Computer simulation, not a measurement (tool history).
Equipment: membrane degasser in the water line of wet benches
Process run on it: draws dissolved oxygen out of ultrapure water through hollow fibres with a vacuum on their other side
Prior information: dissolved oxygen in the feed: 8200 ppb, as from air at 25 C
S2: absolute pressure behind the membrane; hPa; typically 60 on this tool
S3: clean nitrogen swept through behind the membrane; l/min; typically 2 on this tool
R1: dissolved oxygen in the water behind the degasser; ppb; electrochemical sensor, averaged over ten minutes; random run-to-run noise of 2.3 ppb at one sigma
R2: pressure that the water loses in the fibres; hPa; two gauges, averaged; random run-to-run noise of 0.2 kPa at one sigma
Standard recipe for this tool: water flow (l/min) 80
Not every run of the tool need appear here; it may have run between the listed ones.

Run 1, hour 0: usual settings. Result: R1 247.8 ppb, R2 431.8 hPa.
Run 2, hour 42.2: usual settings but S3 0.93 l/min. Result: R1 402.5 ppb, R2 428.9 hPa.
Run 3, hour 118.6: usual settings but S3 0.93 l/min. Result: R1 404.7 ppb, R2 429.2 hPa.
Run 4, hour 202.1: usual settings. Result: R1 243.7 ppb, R2 428.9 hPa.
Run 5, hour 299.5: usual settings. Result: R1 236.8 ppb, R2 430.4 hPa.
Run 6, hour 354.3: usual settings but water flow (l/min) 114. Result: R1 362.6 ppb, R2 610.8 hPa.
Run 7, hour 448.6: usual settings but water flow (l/min) 114. Result: R1 355.7 ppb, R2 614.5 hPa.
Run 8, hour 519.4: usual settings but water flow (l/min) 114. Result: R1 362.6 ppb, R2 613.3 hPa.
Run 9, hour 566.5: usual settings but water flow (l/min) 114. Result: R1 354.8 ppb, R2 614.7 hPa.
Run 10, hour 661.2: usual settings but water flow (l/min) 116. Result: R1 366.2 ppb, R2 623.6 hPa.
Run 11, hour 740: usual settings but water flow (l/min) 116. Result: R1 369.4 ppb, R2 628.7 hPa.

For run 12, what comes out?
Run 12, hour 825.4: usual settings but water flow (l/min) 116. Result: R1 ?, R2 ?.

R1: 366.4 ppb
R2: 625.3 hPa
Had the tool carried no hidden state, the very same run would have given R1 366.1 ppb, R2 619.8 hPa.
